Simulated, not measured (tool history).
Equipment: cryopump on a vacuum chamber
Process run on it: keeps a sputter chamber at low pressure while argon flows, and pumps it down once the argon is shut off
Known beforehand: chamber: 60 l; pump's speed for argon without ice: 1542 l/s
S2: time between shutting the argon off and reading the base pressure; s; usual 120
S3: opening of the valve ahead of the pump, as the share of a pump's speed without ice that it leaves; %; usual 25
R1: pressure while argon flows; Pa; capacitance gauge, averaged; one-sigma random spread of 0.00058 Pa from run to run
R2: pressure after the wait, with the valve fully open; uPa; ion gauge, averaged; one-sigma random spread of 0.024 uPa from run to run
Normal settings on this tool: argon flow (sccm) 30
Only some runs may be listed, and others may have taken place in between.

Run 1, hour 0: usual settings. Result: R1 0.1373 Pa, R2 1.09 uPa.
At hour 10.1: pump warmed up, emptied and cooled again.
Run 2, hour 49.8: usual settings. Result: R1 0.1323 Pa, R2 1 uPa.
Run 3, hour 88.9: usual settings. Result: R1 0.1317 Pa, R2 1.01 uPa.
Run 4, hour 155.9: usual settings. Result: R1 0.1323 Pa, R2 1 uPa.
Run 5, hour 238.3: usual settings. Result: R1 0.1334 Pa, R2 1.06 uPa.
Run 6, hour 305.6: usual settings. Result: R1 0.1334 Pa, R2 1.08 uPa.
Run 7, hour 349.1: usual settings but S2 40 s. Result: R1 0.1334 Pa, R2 2.37 uPa.
Run 8, hour 416.3: usual settings but S2 40 s. Result: R1 0.134 Pa, R2 2.39 uPa.
Run 9, hour 466.6: usual settings but argon flow (sccm) 25. Result: R1 0.1122 Pa, R2 1.05 uPa.
Run 10, hour 517.2: usual settings but argon flow (sccm) 25. Result: R1 0.1112 Pa, R2 1.01 uPa.
Run 11, hour 560.8: usual settings but argon flow (sccm) 33. Result: R1 0.1475 Pa, R2 1.08 uPa.
Run 12, hour 621.1: usual settings but argon flow (sccm) 33. Result: R1 0.1485 Pa, R2 1.1 uPa.
Run 13, hour 680.9: usual settings but argon flow (sccm) 33. Result: R1 0.1489 Pa, R2 1.11 uPa.
Run 14, hour 737.8: usual settings but argon flow (sccm) 33. Result: R1 0.1482 Pa, R2 1.14 uPa.
Run 15, hour 793.5: usual settings but argon flow (sccm) 33. Result: R1 0.1485 Pa, R2 1.09 uPa.
Run 16, hour 831.6: usual settings but argon flow (sccm) 33. Result: R1 0.1491 Pa, R2 1.15 uPa.
Run 17, hour 882.1: usual settings. Result: R1 0.1349 Pa, R2 1.1 uPa.
Run 18, hour 950.6: usual settings but argon flow (sccm) 13, S2 112 s, S3 38 %. Result: R1 0.0399 Pa, R2 1.19 uPa.
Run 19, hour 987.7: usual settings but argon flow (sccm) 13, S2 112 s, S3 38 %. Result: R1 0.0394 Pa, R2 1.24 uPa.
Run 20, hour 1062.7: usual settings but argon flow (sccm) 49, S2 104 s, S3 22 %. Result: R1 0.253 Pa, R2 1.26 uPa.
Run 21, hour 1115.6: usual settings but argon flow (sccm) 49, S2 104 s, S3 21 %. Result: R1 0.2649 Pa, R2 1.29 uPa.
Run 22, hour 1181.6: usual settings but argon flow (sccm) 49, S2 104 s, S3 21 %. Result: R1 0.2654 Pa, R2 1.23 uPa.

Expected results for the next run?
Run 23, hour 1252.1: usual settings but argon flow (sccm) 15, S3 21 %. Result: R1 ?, R2 ?.

{"run 23": {"R1": 0.0808, "R2": 1.18}}
With the hidden condition absent and the run-to-run variation left alone, this run would have shown R1 0.0778 Pa, R2 0.85 uPa.
